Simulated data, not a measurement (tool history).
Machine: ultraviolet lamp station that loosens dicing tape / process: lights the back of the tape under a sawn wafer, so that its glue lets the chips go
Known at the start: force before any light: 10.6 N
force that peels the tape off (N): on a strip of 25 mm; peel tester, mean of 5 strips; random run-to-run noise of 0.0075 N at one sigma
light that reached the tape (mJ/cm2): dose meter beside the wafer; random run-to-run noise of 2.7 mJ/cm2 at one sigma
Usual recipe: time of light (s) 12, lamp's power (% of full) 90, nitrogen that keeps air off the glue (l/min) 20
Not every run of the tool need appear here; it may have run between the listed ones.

run     day  time of light (s)  lamp's power (% of full)  nitrogen that keeps air off the glue (l/min)  force that peels the tape off (N)  light that reached the tape (mJ/cm2)
  1   0.000                 12                        90                                            20                              0.280                                   369
  2   0.800                 12                        90                                            20                              0.293                                   369
      1.450  -- window cleaned of glue's vapour
  3   1.608                 12                        90                                            20                              0.287                                   372
  4   2.092                 13                        90                                            20                              0.233                                   396
  5   2.817                  7                        90                                            20                              1.008                                   215
  6   3.583                 12                        90                                            20                              0.278                                   369
  7   4.383                 11                        90                                            20                              0.350                                   335
  8   5.154                 11                        90                                            20                              0.340                                   342
  9   5.500                 12                        90                                            20                              0.275                                   368
 10   6.138                 12                        90                                            20                              0.275                                   363
 11   6.700                 12                        90                                            20                              0.268                                   360
 12   7.208                 12                        90                                            20                              0.283                                   368
 13   8.025                 12                        90                                            20                              0.280                                   367
 14   8.512                 12                        90                                            20                              0.285                                   365
 15   9.108                 12                        90                                            20                              0.268                                   369
 16   9.892                 16                        90                                            20                              0.175                                   493
 17  10.275                 16                        90                                            20                              0.178                                   487
 18  10.838                 11                        93                                            20                              0.326                                   349
 19  11.679                  8                        69                                            12                              1.793                                   186
 20  12.362                  8                        69                                            12                              1.822                                   188
 21  13.067                  8                        69                                            12                              1.739                                   187
 22  13.912                  8                        62                                             9                              2.490                                   172
 23  14.333                  8                        81                                            11                              1.424                                   221
 24  15.017                 10                        76                                            20                              0.642                                   256
 25  15.612                 13                        62                                            10                              1.010                                   278
     15.825  -- window cleaned of glue's vapour
 26  16.088                 14                        62                                            16                              0.551                                   296
 27  16.779                 14                        62                                            16                              0.546                                   296
 28  17.133                  6                        81                                            20                              1.622                                   161
 29  17.483                 10                        89                                            20                              0.435                                   299
 30  17.862                 13                        61                                            31                              0.415                                   265
 31  18.679                 23                        85                                             9                              0.167                                   662
 32  19.275                 23                        85                                             9                              0.167                                   667

3 ways to go on from here, each from the tool as it stands after run 32. What would each give?
  A  19.971                 23                        85                                             8                                  ?                                     ?
  B  19.971                 23                        85                                             9                                  ?                                     ?
  C  19.971                 17                        95                                             8                                  ?                                     ?

run  force that peels the tape off (N)  light that reached the tape (mJ/cm2)
  A                              0.178                                   667
  B                              0.160                                   664
  C                              0.246                                   552
Stripped of hidden state, with their random variation kept, the same runs would have yielded:
run  force that peels the tape off (N)  light that reached the tape (mJ/cm2)
  A                              0.178                                   667
  B                              0.160                                   664
  C                              0.245                                   552
